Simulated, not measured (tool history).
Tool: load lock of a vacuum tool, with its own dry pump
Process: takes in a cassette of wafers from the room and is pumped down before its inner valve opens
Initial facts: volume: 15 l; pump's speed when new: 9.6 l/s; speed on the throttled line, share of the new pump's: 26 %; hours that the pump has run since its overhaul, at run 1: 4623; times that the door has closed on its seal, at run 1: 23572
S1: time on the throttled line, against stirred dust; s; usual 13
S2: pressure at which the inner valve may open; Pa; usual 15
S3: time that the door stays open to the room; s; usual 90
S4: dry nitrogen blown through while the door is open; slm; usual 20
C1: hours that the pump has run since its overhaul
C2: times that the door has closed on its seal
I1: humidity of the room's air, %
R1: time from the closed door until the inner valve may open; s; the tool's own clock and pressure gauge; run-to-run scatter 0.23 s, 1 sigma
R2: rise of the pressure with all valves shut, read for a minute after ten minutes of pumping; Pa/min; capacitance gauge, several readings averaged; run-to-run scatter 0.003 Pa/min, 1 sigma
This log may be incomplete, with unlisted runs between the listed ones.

{"run": 1, "hour": 0.0, "S1": 13, "S2": 15, "S3": 90, "S4": 20, "C1": 4623, "C2": 23572, "I1": 43.8, "R1": 24, "R2": 0.178}
{"run": 2, "hour": 69.0, "S1": 13, "S2": 15, "S3": 90, "S4": 20, "C1": 4692, "C2": 23857, "I1": 44.8, "R1": 23.9, "R2": 0.184}
{"run": 3, "hour": 156.6, "S1": 13, "S2": 15, "S3": 90, "S4": 20, "C1": 4779, "C2": 24218, "I1": 45.7, "R1": 23.7, "R2": 0.185}
{"run": 4, "hour": 233.7, "S1": 13, "S2": 15, "S3": 90, "S4": 20, "C1": 4856, "C2": 24536, "I1": 45.7, "R1": 23.8, "R2": 0.187}
{"run": 5, "hour": 292.0, "S1": 13, "S2": 15, "S3": 90, "S4": 20, "C1": 4915, "C2": 24777, "I1": 43.8, "R1": 23.9, "R2": 0.191}
{"run": 6, "hour": 378.1, "S1": 13, "S2": 15, "S3": 46, "S4": 20, "C1": 5001, "C2": 25132, "I1": 47.7, "R1": 23.8, "R2": 0.183}
{"run": 7, "hour": 450.1, "S1": 13, "S2": 15, "S3": 46, "S4": 20, "C1": 5073, "C2": 25429, "I1": 42.9, "R1": 24.3, "R2": 0.182}
{"run": 8, "hour": 548.3, "S1": 20, "S2": 15, "S3": 41, "S4": 20, "C1": 5171, "C2": 25834, "I1": 45.9, "R1": 29.3, "R2": 0.186}
{"run": 9, "hour": 613.8, "S1": 20, "S2": 15, "S3": 41, "S4": 20, "C1": 5236, "C2": 26104, "I1": 47, "R1": 29.7, "R2": 0.192}
{"run": 10, "hour": 674.7, "S1": 23, "S2": 24, "S3": 27, "S4": 13, "C1": 5297, "C2": 26355, "I1": 46.8, "R1": 30.4, "R2": 0.191}
{"run": 11, "hour": 737.2, "S1": 26, "S2": 24, "S3": 27, "S4": 5, "C1": 5360, "C2": 26613, "I1": 43.3, "R1": 32.5, "R2": 0.208}
{"run": 12, "hour": 820.4, "S1": 26, "S2": 22, "S3": 27, "S4": 5, "C1": 5443, "C2": 26957, "I1": 44.3, "R1": 33.1, "R2": 0.21}

Branching from run 12: 3 alternative next runs. What would each branch give?
{"run": "A", "hour": 950.2, "S1": 19, "S2": 27, "S3": 90, "S4": 20, "C1": 5573, "C2": 27492, "I1": 44.9, "R1": "?", "R2": "?"}
{"run": "B", "hour": 950.2, "S1": 25, "S2": 15, "S3": 90, "S4": 20, "C1": 5573, "C2": 27492, "I1": 45.5, "R1": "?", "R2": "?"}
{"run": "C", "hour": 950.2, "S1": 13, "S2": 22, "S3": 178, "S4": 15, "C1": 5573, "C2": 27492, "I1": 45.7, "R1": "?", "R2": "?"}

run=A R1=27.7 R2=0.209
run=B R1=32.7 R2=0.222
run=C R1=23.5 R2=0.248
The same runs, with their run-to-run variation unchanged, on a tool lacking any hidden condition would have given:
run=A R1=27.2 R2=0.042
run=B R1=32.3 R2=0.053
run=C R1=22.9 R2=0.082

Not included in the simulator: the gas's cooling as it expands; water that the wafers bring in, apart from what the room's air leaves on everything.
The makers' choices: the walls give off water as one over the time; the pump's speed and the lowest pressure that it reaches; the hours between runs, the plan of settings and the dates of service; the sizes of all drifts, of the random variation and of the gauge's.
